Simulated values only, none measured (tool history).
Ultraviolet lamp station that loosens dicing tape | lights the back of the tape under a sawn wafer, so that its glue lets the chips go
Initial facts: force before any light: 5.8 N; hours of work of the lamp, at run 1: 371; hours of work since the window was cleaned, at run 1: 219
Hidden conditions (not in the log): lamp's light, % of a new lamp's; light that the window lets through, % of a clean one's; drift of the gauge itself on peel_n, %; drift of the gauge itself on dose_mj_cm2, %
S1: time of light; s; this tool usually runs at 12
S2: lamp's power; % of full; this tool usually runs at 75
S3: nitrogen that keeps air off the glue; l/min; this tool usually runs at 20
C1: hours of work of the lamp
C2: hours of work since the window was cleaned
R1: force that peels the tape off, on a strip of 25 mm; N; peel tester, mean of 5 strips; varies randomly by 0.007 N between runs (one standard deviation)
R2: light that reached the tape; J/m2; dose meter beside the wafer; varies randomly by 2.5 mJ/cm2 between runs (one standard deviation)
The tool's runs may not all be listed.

{"run": 1, "hour": 0.0, "S1": 12, "S2": 75, "S3": 20, "C1": 371, "C2": 219, "R1": 0.355, "R2": 2430}
{"run": 2, "hour": 9.1, "S1": 12, "S2": 66, "S3": 20, "C1": 378, "C2": 226, "R1": 0.465, "R2": 2120}
{"run": 3, "hour": 29.2, "S1": 12, "S2": 66, "S3": 20, "C1": 394, "C2": 241, "R1": 0.493, "R2": 2110}
{"run": 4, "hour": 47.6, "S1": 12, "S2": 66, "S3": 20, "C1": 408, "C2": 255, "R1": 0.483, "R2": 2130}
{"run": 5, "hour": 65.9, "S1": 12, "S2": 75, "S3": 20, "C1": 422, "C2": 269, "R1": 0.378, "R2": 2330}
{"run": 6, "hour": 82.9, "S1": 12, "S2": 75, "S3": 20, "C1": 434, "C2": 282, "R1": 0.382, "R2": 2320}
{"run": 7, "hour": 98.2, "S1": 12, "S2": 75, "S3": 20, "C1": 446, "C2": 294, "R1": 0.408, "R2": 2310}
{"run": 8, "hour": 108.1, "S1": 12, "S2": 75, "S3": 29, "C1": 454, "C2": 301, "R1": 0.336, "R2": 2270}
{"run": 9, "hour": 123.6, "S1": 12, "S2": 75, "S3": 17, "C1": 466, "C2": 313, "R1": 0.43, "R2": 2280}
{"run": 10, "hour": 139.0, "S1": 12, "S2": 95, "S3": 20, "C1": 477, "C2": 325, "R1": 0.255, "R2": 2860}
{"run": 11, "hour": 155.6, "S1": 12, "S2": 95, "S3": 20, "C1": 490, "C2": 337, "R1": 0.254, "R2": 2830}
{"run": 12, "hour": 166.0, "S1": 12, "S2": 75, "S3": 21, "C1": 498, "C2": 345, "R1": 0.402, "R2": 2240}
{"run": 13, "hour": 177.8, "S1": 12, "S2": 75, "S3": 21, "C1": 507, "C2": 354, "R1": 0.438, "R2": 2250}
{"run": 14, "hour": 187.8, "S1": 12, "S2": 75, "S3": 21, "C1": 514, "C2": 362, "R1": 0.435, "R2": 2200}
{"run": 15, "hour": 204.3, "S1": 10, "S2": 78, "S3": 8, "C1": 527, "C2": 374, "R1": 0.969, "R2": 1870}
{"hour": 217.9, "done": "window cleaned of glue's vapour"}
{"run": 16, "hour": 221.1, "S1": 12, "S2": 75, "S3": 20, "C1": 539, "C2": 2, "R1": 0.36, "R2": 2400}
{"run": 17, "hour": 230.9, "S1": 12, "S2": 75, "S3": 20, "C1": 547, "C2": 10, "R1": 0.361, "R2": 2380}
{"run": 18, "hour": 252.4, "S1": 17, "S2": 75, "S3": 22, "C1": 563, "C2": 26, "R1": 0.203, "R2": 3320}

Consider 5 possible next runs. They are alternatives, not a sequence: every one starts from the tool as it was left by run 18. What does each give?
{"run": "A", "hour": 261.7, "S1": 6, "S2": 95, "S3": 23, "C1": 570, "C2": 33, "R1": "?", "R2": "?"}
{"run": "B", "hour": 261.7, "S1": 9, "S2": 90, "S3": 22, "C1": 570, "C2": 33, "R1": "?", "R2": "?"}
{"run": "C", "hour": 261.7, "S1": 10, "S2": 87, "S3": 33, "C1": 570, "C2": 33, "R1": "?", "R2": "?"}
{"run": "D", "hour": 261.7, "S1": 7, "S2": 73, "S3": 31, "C1": 570, "C2": 33, "R1": "?", "R2": "?"}
{"run": "E", "hour": 261.7, "S1": 13, "S2": 75, "S3": 22, "C1": 570, "C2": 33, "R1": "?", "R2": "?"}

run=A R1=0.866 R2=1520
run=B R1=0.444 R2=2120
run=C R1=0.324 R2=2290
run=D R1=0.918 R2=1320
run=E R1=0.309 R2=2530
Without the tool's hidden state the same runs would have given:
run=A R1=0.561 R2=1910
run=B R1=0.279 R2=2670
run=C R1=0.216 R2=2890
run=D R1=0.601 R2=1670
run=E R1=0.206 R2=3200
